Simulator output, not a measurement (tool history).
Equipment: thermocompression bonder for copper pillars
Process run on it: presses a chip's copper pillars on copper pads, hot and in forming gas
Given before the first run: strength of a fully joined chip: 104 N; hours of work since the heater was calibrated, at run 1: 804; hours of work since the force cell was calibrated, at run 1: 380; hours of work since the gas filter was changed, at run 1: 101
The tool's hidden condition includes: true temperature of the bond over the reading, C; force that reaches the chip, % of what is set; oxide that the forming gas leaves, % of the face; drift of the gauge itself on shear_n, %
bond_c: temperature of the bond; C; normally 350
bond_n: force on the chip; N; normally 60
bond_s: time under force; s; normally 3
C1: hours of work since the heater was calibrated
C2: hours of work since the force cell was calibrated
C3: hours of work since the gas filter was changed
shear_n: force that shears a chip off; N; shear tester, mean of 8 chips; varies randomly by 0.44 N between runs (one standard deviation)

run 1 hour=0 | bond_c=350 bond_n=60 bond_s=3 | C1=804 C2=380 C3=101 | shear_n=34.9
-- hour=4.4 forming gas filter changed
run 2 hour=55.2 | bond_c=350 bond_n=60 bond_s=3 | C1=829 C2=405 C3=23 | shear_n=36.8
run 3 hour=89.3 | bond_c=350 bond_n=60 bond_s=3 | C1=845 C2=421 C3=39 | shear_n=36.5
run 4 hour=145.4 | bond_c=350 bond_n=60 bond_s=3 | C1=871 C2=447 C3=65 | shear_n=36
run 5 hour=197.5 | bond_c=350 bond_n=60 bond_s=3 | C1=895 C2=471 C3=89 | shear_n=33.9
-- hour=225.8 forming gas filter changed
run 6 hour=232.8 | bond_c=350 bond_n=60 bond_s=3 | C1=911 C2=487 C3=3 | shear_n=37.7
run 7 hour=264.5 | bond_c=350 bond_n=60 bond_s=3 | C1=925 C2=501 C3=18 | shear_n=36.8
run 8 hour=287.5 | bond_c=350 bond_n=60 bond_s=7 | C1=936 C2=512 C3=29 | shear_n=51
run 9 hour=323.9 | bond_c=350 bond_n=60 bond_s=9 | C1=953 C2=529 C3=45 | shear_n=54
run 10 hour=359.4 | bond_c=350 bond_n=60 bond_s=9 | C1=969 C2=545 C3=62 | shear_n=52.6
run 11 hour=400.7 | bond_c=378 bond_n=60 bond_s=9 | C1=988 C2=564 C3=81 | shear_n=62.3
run 12 hour=426.7 | bond_c=350 bond_n=60 bond_s=3 | C1=1000 C2=576 C3=93 | shear_n=34.6
-- hour=449.9 forming gas filter changed
run 13 hour=453.8 | bond_c=350 bond_n=60 bond_s=4 | C1=1013 C2=588 C3=2 | shear_n=41.5
run 14 hour=480.6 | bond_c=350 bond_n=60 bond_s=4 | C1=1025 C2=601 C3=14 | shear_n=41.7
run 15 hour=527.2 | bond_c=350 bond_n=60 bond_s=4 | C1=1046 C2=622 C3=36 | shear_n=41.2
run 16 hour=582.5 | bond_c=362 bond_n=37 bond_s=2 | C1=1072 C2=648 C3=61 | shear_n=21.8
-- hour=588.4 force cell calibrated
run 17 hour=626 | bond_c=354 bond_n=72 bond_s=3 | C1=1091 C2=17 C3=81 | shear_n=42
run 18 hour=648.7 | bond_c=354 bond_n=72 bond_s=3 | C1=1102 C2=28 C3=91 | shear_n=42.2
-- hour=675.2 forming gas filter changed
run 19 hour=689.1 | bond_c=354 bond_n=72 bond_s=3 | C1=1120 C2=46 C3=6 | shear_n=44.4
run 20 hour=731.4 | bond_c=354 bond_n=72 bond_s=3 | C1=1140 C2=66 C3=26 | shear_n=44
run 21 hour=754.3 | bond_c=324 bond_n=82 bond_s=3 | C1=1150 C2=76 C3=37 | shear_n=37
-- hour=758.9 force cell calibrated, once more
run 22 hour=811.2 | bond_c=324 bond_n=82 bond_s=3 | C1=1176 C2=24 C3=62 | shear_n=35.7
run 23 hour=850.6 | bond_c=350 bond_n=60 bond_s=6 | C1=1194 C2=42 C3=80 | shear_n=44.9
run 24 hour=880.1 | bond_c=375 bond_n=82 bond_s=3 | C1=1208 C2=56 C3=94 | shear_n=51
-- hour=900.1 forming gas filter changed
run 25 hour=916.3 | bond_c=375 bond_n=82 bond_s=3 | C1=1224 C2=72 C3=7 | shear_n=55.9
run 26 hour=943.5 | bond_c=350 bond_n=89 bond_s=3 | C1=1237 C2=85 C3=20 | shear_n=48
run 27 hour=973.8 | bond_c=350 bond_n=89 bond_s=3 | C1=1251 C2=99 C3=34 | shear_n=48.4
run 28 hour=1001.5 | bond_c=330 bond_n=39 bond_s=3 | C1=1264 C2=112 C3=47 | shear_n=20.4
run 29 hour=1026.1 | bond_c=355 bond_n=42 bond_s=3 | C1=1275 C2=123 C3=58 | shear_n=26.8
run 30 hour=1059.6 | bond_c=350 bond_n=54 bond_s=5 | C1=1290 C2=139 C3=74 | shear_n=38.5

What if the next run were any one of these 4? Each begins from the tool's condition after run 30:
run A hour=1083.9 | bond_c=323 bond_n=40 bond_s=3 | C1=1302 C2=150 C3=85 | shear_n=?
run B hour=1083.9 | bond_c=327 bond_n=49 bond_s=3 | C1=1302 C2=150 C3=85 | shear_n=?
run C hour=1083.9 | bond_c=375 bond_n=40 bond_s=7 | C1=1302 C2=150 C3=85 | shear_n=?
run D hour=1083.9 | bond_c=350 bond_n=60 bond_s=3 | C1=1302 C2=150 C3=85 | shear_n=?

run=A shear_n=19.2
run=B shear_n=23.3
run=C shear_n=41.3
run=D shear_n=34.5
Stripped of hidden state, with their random variation kept, the same runs would have yielded:
run=A shear_n=22.2
run=B shear_n=26.9
run=C shear_n=46.7
run=D shear_n=39.3
